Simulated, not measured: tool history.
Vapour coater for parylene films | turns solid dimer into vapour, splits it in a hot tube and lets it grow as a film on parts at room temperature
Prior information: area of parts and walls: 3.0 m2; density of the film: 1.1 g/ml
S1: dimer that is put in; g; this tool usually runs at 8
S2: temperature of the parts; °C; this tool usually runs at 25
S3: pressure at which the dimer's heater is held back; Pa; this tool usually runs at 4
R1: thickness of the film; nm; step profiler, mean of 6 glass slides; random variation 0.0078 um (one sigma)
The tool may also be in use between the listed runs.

Run 1, hour 0: usual settings. Result: R1 1341 nm.
At hour 13.4: trap's valve overhauled.
Run 2, hour 22.2: usual settings. Result: R1 1313 nm.
Run 3, hour 46.1: usual settings. Result: R1 1299 nm.
Run 4, hour 62.7: usual settings. Result: R1 1289 nm.
At hour 72.5: trap's valve overhauled, once more.
Run 5, hour 81.5: usual settings but S3 6.57 Pa. Result: R1 1318 nm.
Run 6, hour 107.9: usual settings but S3 6.57 Pa. Result: R1 1309 nm.
Run 7, hour 119.2: usual settings but S1 6 g. Result: R1 1082 nm.
Run 8, hour 140.2: usual settings but S1 6 g. Result: R1 1081 nm.
Run 9, hour 161.1: usual settings but S1 6 g. Result: R1 1077 nm.
Run 10, hour 172.1: usual settings but S2 29 °C. Result: R1 1216 nm.
Run 11, hour 190.2: usual settings but S1 14 g. Result: R1 2532 nm.
Run 12, hour 210.3: usual settings but S1 13 g. Result: R1 2330 nm.
Run 13, hour 232.9: usual settings. Result: R1 1428 nm.
Run 14, hour 257.1: usual settings but S1 3 g, S2 23 °C, S3 7.45 Pa. Result: R1 515 nm.
Run 15, hour 271.9: usual settings but S1 3 g, S2 23 °C, S3 2.33 Pa. Result: R1 648 nm.
Run 16, hour 289.9: usual settings but S2 35 °C, S3 2.25 Pa. Result: R1 1047 nm.
Run 17, hour 302.4: usual settings but S1 13 g, S2 35 °C, S3 3.91 Pa. Result: R1 1515 nm.
Run 18, hour 313.4: usual settings but S1 13 g, S2 35 °C, S3 3.91 Pa. Result: R1 1518 nm.
Run 19, hour 339.6: usual settings but S1 13 g, S2 35 °C, S3 3.91 Pa. Result: R1 1510 nm.
Run 20, hour 364.9: usual settings but S1 13 g, S2 35 °C, S3 3.91 Pa. Result: R1 1501 nm.
Run 21, hour 380.2: usual settings but S1 13 g, S2 35 °C, S3 3.91 Pa. Result: R1 1507 nm.
Run 22, hour 405.2: usual settings but S1 4 g, S2 19 °C, S3 3.91 Pa. Result: R1 905 nm.
Run 23, hour 429.4: usual settings but S1 11 g, S2 19 °C, S3 3.91 Pa. Result: R1 2464 nm.
Run 24, hour 447.1: usual settings but S1 5 g, S2 35 °C, S3 3.91 Pa. Result: R1 565 nm.
Run 25, hour 458.1: usual settings but S1 3 g, S2 36 °C, S3 2.42 Pa. Result: R1 366 nm.
Run 26, hour 478: usual settings but S1 7 g, S2 18 °C, S3 4.1 Pa. Result: R1 1605 nm.

Branching from run 26: 3 alternative next runs. What would each branch give?
Run A, hour 502.1: usual settings but S1 13 g, S2 18 °C, S3 2.01 Pa. Result: R1 ?.
Run B, hour 502.1: usual settings but S1 7 g, S2 20 °C, S3 5.68 Pa. Result: R1 ?.
Run C, hour 502.1: usual settings but S1 14 g, S2 17 °C, S3 4.1 Pa. Result: R1 ?.

run    R1
  A  3408
  B  1383
  C  3346
Had the tool no hidden state, the same runs would have come out as:
run    R1
  A  3675
  B  1491
  C  3608
